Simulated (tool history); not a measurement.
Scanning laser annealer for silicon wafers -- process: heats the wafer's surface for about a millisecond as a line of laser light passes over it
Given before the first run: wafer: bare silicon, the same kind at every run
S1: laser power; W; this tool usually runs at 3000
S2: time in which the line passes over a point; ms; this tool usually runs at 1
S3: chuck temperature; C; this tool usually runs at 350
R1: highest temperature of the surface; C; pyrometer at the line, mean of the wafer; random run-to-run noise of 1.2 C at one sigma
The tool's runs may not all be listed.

run 1 hour=0 | S1=3000 S2=1 S3=350 | R1=1168
run 2 hour=37 | S1=3000 S2=1 S3=350 | R1=1165
run 3 hour=89 | S1=3000 S2=1 S3=350 | R1=1166
run 4 hour=134 | S1=3000 S2=1 S3=350 | R1=1165
run 5 hour=161.8 | S1=3000 S2=1 S3=350 | R1=1165
run 6 hour=198 | S1=3000 S2=1 S3=350 | R1=1165
run 7 hour=224.3 | S1=3000 S2=1 S3=350 | R1=1166
run 8 hour=246.6 | S1=3000 S2=1 S3=350 | R1=1163
run 9 hour=272.1 | S1=3000 S2=1 S3=350 | R1=1163
run 10 hour=308.1 | S1=3000 S2=1 S3=350 | R1=1163
run 11 hour=353.9 | S1=3000 S2=1 S3=350 | R1=1162
run 12 hour=394.3 | S1=3000 S2=1 S3=350 | R1=1162
run 13 hour=425 | S1=3000 S2=1 S3=350 | R1=1161
run 14 hour=466.6 | S1=3000 S2=1 S3=350 | R1=1161
run 15 hour=489.8 | S1=3000 S2=1 S3=350 | R1=1160
run 16 hour=513.3 | S1=3000 S2=1 S3=386 | R1=1197
run 17 hour=536.5 | S1=2603 S2=1 S3=386 | R1=1099
run 18 hour=567.2 | S1=3000 S2=1 S3=350 | R1=1161
run 19 hour=594.2 | S1=3000 S2=1 S3=350 | R1=1159
run 20 hour=642.4 | S1=3000 S2=1 S3=350 | R1=1158
run 21 hour=676.1 | S1=2869 S2=1 S3=350 | R1=1125
run 22 hour=722.1 | S1=2869 S2=1 S3=350 | R1=1125
run 23 hour=764.6 | S1=2629 S2=1 S3=360 | R1=1077
run 24 hour=801.9 | S1=3000 S2=1 S3=332 | R1=1139
run 25 hour=827.5 | S1=3000 S2=0.93 S3=361 | R1=1136
-- hour=855.9 window over the wafer cleaned
run 26 hour=879.3 | S1=2868 S2=0.97 S3=313 | R1=1096
run 27 hour=927.8 | S1=3217 S2=1 S3=334 | R1=1215
run 28 hour=956.4 | S1=2861 S2=1.24 S3=389 | R1=1283
run 29 hour=986.9 | S1=3000 S2=1.2 S3=350 | R1=1267
run 30 hour=1036.4 | S1=3000 S2=1.2 S3=350 | R1=1265
run 31 hour=1068.7 | S1=2708 S2=1.16 S3=311 | R1=1130
run 32 hour=1094.1 | S1=2708 S2=1.16 S3=311 | R1=1129
run 33 hour=1133 | S1=2568 S2=1 S3=345 | R1=1060
run 34 hour=1162.8 | S1=2834 S2=1.19 S3=350 | R1=1212
run 35 hour=1216.5 | S1=3000 S2=0.98 S3=350 | R1=1165
run 36 hour=1260.4 | S1=3039 S2=0.87 S3=350 | R1=1119
run 37 hour=1290.7 | S1=3000 S2=0.89 S3=350 | R1=1121
run 38 hour=1341.4 | S1=2686 S2=0.76 S3=350 | R1=990
run 39 hour=1389.1 | S1=2944 S2=1.04 S3=380 | R1=1208
run 40 hour=1426.2 | S1=2805 S2=1 S3=350 | R1=1123
run 41 hour=1469 | S1=3000 S2=0.9 S3=331 | R1=1107

Hidden state or all else? Some run-to-run changes of R1, split into what the settings, what came in and random variation would give without the hidden state, and what is left for the hidden state (with any gauge scatter that isn't in both results):
Unlogged tool condition in this case: light that passes the window, % of a clean one's; laser's true power over the reading, %; width of the line over the set one, %; drift of the gauge itself on peak_c, C.
Run 23 -> 24: S1 2629 -> 3000, S3 360 -> 332. R1 +62 C: hidden state -3, all else +65.
Run 25 -> 26: S1 3000 -> 2868, S2 0.93 -> 0.97, S3 361 -> 313, window over the wafer cleaned. R1 -40 C: hidden state +20, all else -60.
Run 30 -> 31: S1 3000 -> 2708, S2 1.2 -> 1.16, S3 350 -> 311. R1 -135 C: hidden state +1, all else -136.
Run 33 -> 34: S1 2568 -> 2834, S2 1 -> 1.19, S3 345 -> 350. R1 +152 C: hidden state -2, all else +154.
Run 38 -> 39: S1 2686 -> 2944, S2 0.76 -> 1.04, S3 350 -> 380. R1 +218 C: hidden state -3, all else +221.

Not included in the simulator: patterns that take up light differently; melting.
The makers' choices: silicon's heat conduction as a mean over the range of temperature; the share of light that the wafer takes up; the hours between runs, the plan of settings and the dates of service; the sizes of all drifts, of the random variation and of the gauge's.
